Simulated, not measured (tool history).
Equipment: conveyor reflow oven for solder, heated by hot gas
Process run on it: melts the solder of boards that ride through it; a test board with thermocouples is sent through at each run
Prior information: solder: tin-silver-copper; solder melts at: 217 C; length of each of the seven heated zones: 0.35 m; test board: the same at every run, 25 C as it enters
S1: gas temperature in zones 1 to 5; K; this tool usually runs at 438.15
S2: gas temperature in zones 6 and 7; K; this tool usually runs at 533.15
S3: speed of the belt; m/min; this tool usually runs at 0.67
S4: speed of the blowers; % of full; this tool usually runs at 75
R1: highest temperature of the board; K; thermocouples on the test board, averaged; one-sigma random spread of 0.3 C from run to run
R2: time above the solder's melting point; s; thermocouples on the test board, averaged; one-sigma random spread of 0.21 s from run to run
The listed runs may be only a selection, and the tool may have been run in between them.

run 1 hour=0 | S1=438.15 S2=533.15 S3=0.67 S4=75 | R1=519.25 R2=41.2
run 2 hour=9.8 | S1=438.15 S2=533.15 S3=0.67 S4=75 | R1=518.95 R2=41.1
run 3 hour=18.9 | S1=438.15 S2=533.15 S3=0.67 S4=75 | R1=518.65 R2=41.1
run 4 hour=31.3 | S1=438.15 S2=533.15 S3=0.67 S4=75 | R1=518.85 R2=41
run 5 hour=42.5 | S1=438.15 S2=533.15 S3=0.67 S4=75 | R1=518.35 R2=40.9
run 6 hour=54.3 | S1=438.15 S2=533.15 S3=0.67 S4=75 | R1=518.25 R2=40.7

Forecast run 7:
run 7 hour=66.4 | S1=438.15 S2=533.15 S3=0.67 S4=75 | R1=? R2=?

R1: 518.85 K
R2: 40.8 s
With no hidden state in the tool, this same run would have given R1 519.85 K, R2 41.6 s.
